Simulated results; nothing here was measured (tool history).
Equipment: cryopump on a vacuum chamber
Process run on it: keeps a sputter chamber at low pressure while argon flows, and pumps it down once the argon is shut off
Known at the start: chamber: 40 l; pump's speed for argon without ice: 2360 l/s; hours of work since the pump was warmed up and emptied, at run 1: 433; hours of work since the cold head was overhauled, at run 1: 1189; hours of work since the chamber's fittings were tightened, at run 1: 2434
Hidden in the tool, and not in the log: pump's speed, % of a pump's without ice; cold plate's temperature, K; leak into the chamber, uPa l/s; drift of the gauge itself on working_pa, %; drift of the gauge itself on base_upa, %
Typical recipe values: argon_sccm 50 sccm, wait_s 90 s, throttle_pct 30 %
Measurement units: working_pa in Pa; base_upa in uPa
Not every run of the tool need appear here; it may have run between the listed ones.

run,day,argon_sccm,wait_s,throttle_pct,hours of work since the pump was warmed up and emptied,hours of work since the cold head was overhauled,hours of work since the chamber's fittings were tightened,working_pa,base_upa
1,0,50,90,30,433,1189,2434,0.127,1.57
2,1.65,50,90,30,461,1217,2462,0.1275,1.54
3,2.546,50,90,30,477,1232,2477,0.1288,1.51
4,3.775,50,90,30,498,1253,2498,0.129,1.55
5,5.508,50,90,30,527,1283,2528,0.1311,1.64
6,6.471,50,90,30,544,1299,2544,0.1299,1.64
7,8.629,50,90,30,581,1336,2581,0.1311,1.72
8,10.425,83,90,30,611,1366,2612,0.219,1.71
# day 12.442: leaking fittings of the chamber tightened, without venting
9,12.579,83,90,30,646,1402,2,0.2184,0.5
10,13.562,83,90,30,663,1419,19,0.222,0.52
11,14.692,83,90,30,682,1438,38,0.2235,0.48
12,16.062,83,90,30,706,1461,62,0.225,0.52
# day 17.462: pump warmed up, emptied and cooled again
13,18.125,50,35,15,11,1493,93,0.24,0.96
14,20.092,50,75,19,45,1526,127,0.1892,0.55
15,22.125,50,75,19,80,1561,162,0.1904,0.56
16,23.729,50,75,19,107,1588,189,0.191,0.6
17,25.458,65,90,30,136,1618,219,0.16,0.53
18,26.592,65,288,30,156,1637,238,0.1591,0.34

Predict each of these 5 candidate next runs independently; none follows another, all start after run 18:
A,28.667,65,96,19,191,1673,273,?,?
B,28.667,77,139,30,191,1673,273,?,?
C,28.667,50,101,36,191,1673,273,?,?
D,28.667,61,233,40,191,1673,273,?,?
E,28.667,65,288,48,191,1673,273,?,?

run,working_pa,base_upa
A,0.2499,0.52
B,0.1901,0.44
C,0.1032,0.51
D,0.1146,0.37
E,0.1028,0.36
Stripped of hidden state, with their random variation kept, the same runs would have yielded:
run,working_pa,base_upa
A,0.2445,0.39
B,0.1837,0.32
C,0.0991,0.39
D,0.1095,0.24
E,0.0975,0.24

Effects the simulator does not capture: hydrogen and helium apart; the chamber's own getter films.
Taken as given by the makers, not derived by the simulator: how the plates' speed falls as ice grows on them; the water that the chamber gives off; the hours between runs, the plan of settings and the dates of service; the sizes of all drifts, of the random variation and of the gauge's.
